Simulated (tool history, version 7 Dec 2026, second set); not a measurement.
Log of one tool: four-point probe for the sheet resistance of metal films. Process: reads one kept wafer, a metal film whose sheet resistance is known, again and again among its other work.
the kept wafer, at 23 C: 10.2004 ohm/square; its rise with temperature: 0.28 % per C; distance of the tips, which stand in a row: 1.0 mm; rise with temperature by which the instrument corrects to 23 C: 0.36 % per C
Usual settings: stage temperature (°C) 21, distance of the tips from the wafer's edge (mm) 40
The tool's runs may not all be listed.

run,hour,stage temperature (°C),distance of the tips from the wafer's edge (mm),sheet resistance as the instrument gives it (ohm/square)
1,0.0,21,40,10.218370
2,31.3,21,40,10.219991
3,72.2,21,40,10.224986
4,93.1,21,5,10.427656
5,125.5,21,5,10.435946
6,169.1,21,5,10.430418
7,190.7,21,5,10.429742
8,227.3,27,5,10.385110
9,262.4,21,13,10.247653
10,291.9,21,13,10.250889
11,330.6,21,40,10.222590
12,359.8,21,40,10.219266
13,403.9,21,18,10.233695
14,445.0,21,18,10.234877
15,476.1,21,18,10.235978
16,517.8,21,18,10.229791
17,539.1,21,40,10.221899
18,582.3,19,40,10.239038
19,620.1,19,40,10.235511
20,660.5,24,40,10.195634
21,694.3,24,40,10.196192
22,720.3,24,40,10.193523
23,762.1,24,40,10.193217
24,797.9,21,53,10.218351
25,844.9,24,17,10.209929
26,876.1,18,17,10.261781
27,895.9,18,17,10.261091
28,929.6,18,17,10.258410
29,962.2,19,40,10.232024
30,990.5,22,24,10.218992
31,1032.7,31,4,10.468533
32,1059.0,28,3,10.736892
33,1106.4,24,3,10.762047
34,1150.3,23,34,10.203505
35,1186.6,20,7,10.337833
36,1220.2,20,7,10.335126
37,1262.4,18,4,10.569572
38,1305.6,19,24,10.240573
39,1350.6,30,40,10.148681
40,1390.7,30,40,10.154022
41,1410.4,18,11,10.290067
42,1432.1,29,48,10.153473
43,1454.2,20,13,10.257506
44,1498.4,35,27,10.114348
45,1524.1,21,6,10.368199

Forecast each of these 3 alternatives for the next run:
A,1561.0,22,6,?
B,1561.0,19,26,?
C,1561.0,22,4,?

run,sheet resistance as the instrument gives it (ohm/square)
A,10.362372
B,10.240394
C,10.541556
Without the tool's unlogged condition, the same runs would have read:
run,sheet resistance as the instrument gives it (ohm/square)
A,10.362741
B,10.240754
C,10.541930

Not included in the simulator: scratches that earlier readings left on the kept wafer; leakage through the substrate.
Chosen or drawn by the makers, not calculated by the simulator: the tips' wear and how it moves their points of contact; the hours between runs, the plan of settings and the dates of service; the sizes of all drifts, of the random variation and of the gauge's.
